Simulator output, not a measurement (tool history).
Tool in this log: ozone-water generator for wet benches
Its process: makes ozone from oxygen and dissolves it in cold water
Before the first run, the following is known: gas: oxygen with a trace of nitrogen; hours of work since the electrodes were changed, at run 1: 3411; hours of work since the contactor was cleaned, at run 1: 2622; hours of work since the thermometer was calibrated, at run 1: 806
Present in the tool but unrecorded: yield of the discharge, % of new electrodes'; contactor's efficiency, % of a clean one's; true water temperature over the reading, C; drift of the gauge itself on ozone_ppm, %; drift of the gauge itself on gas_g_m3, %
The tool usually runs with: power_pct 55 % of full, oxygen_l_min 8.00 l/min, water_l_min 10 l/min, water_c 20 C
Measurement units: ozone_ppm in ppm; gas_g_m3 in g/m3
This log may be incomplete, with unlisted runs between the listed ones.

run,hour,power_pct,oxygen_l_min,water_l_min,water_c,hours of work since the electrodes were changed,hours of work since the contactor was cleaned,hours of work since the thermometer was calibrated,ozone_ppm,gas_g_m3
1,0.0,55,8.00,10,20,3411,2622,806,24.5,195.3
2,75.4,55,8.00,8,20,3465,2676,860,27.9,193.7
3,192.1,55,8.00,8,20,3549,2760,944,27.6,194.4
4,329.2,55,8.00,8,20,3648,2859,1043,27.6,193.2
# hour 479.9: contactor cleaned
5,509.6,55,8.00,8,20,3775,21,1170,28.1,192.8
6,646.4,55,8.00,10,18,3874,120,1269,26.1,191.7
7,761.5,47,8.00,13,20,3957,203,1352,18.8,171.4
8,866.9,47,7.59,13,16,4033,279,1428,20.9,175.5
9,999.7,47,7.59,13,16,4129,375,1524,20.4,176.6
10,1108.2,47,7.59,13,16,4207,453,1602,20.5,175.0
11,1277.3,62,8.00,13,20,4329,575,1724,22.2,204.5
12,1357.1,62,8.00,13,20,4387,633,1782,22.5,203.7

Below are 5 alternative next runs, each starting from the tool's condition after run 12. Predict each:
A,1440.2,49,8.00,13,14,4447,693,1842,?,?
B,1440.2,50,8.00,10,20,4447,693,1842,?,?
C,1440.2,53,4.93,10,27,4447,693,1842,?,?
D,1440.2,62,8.00,8,25,4447,693,1842,?,?
E,1440.2,93,8.00,7,15,4447,693,1842,?,?

run,ozone_ppm,gas_g_m3
A,21.4,172.5
B,22.5,177.6
C,23.7,247.1
D,26.2,203.9
E,47.5,269.7
Take away the tool's hidden state, keep each run's random variation, and the runs would have read:
run,ozone_ppm,gas_g_m3
A,24.9,196.5
B,26.2,202.7
C,27.8,284.5
D,31.4,239.9
E,60.2,335.1

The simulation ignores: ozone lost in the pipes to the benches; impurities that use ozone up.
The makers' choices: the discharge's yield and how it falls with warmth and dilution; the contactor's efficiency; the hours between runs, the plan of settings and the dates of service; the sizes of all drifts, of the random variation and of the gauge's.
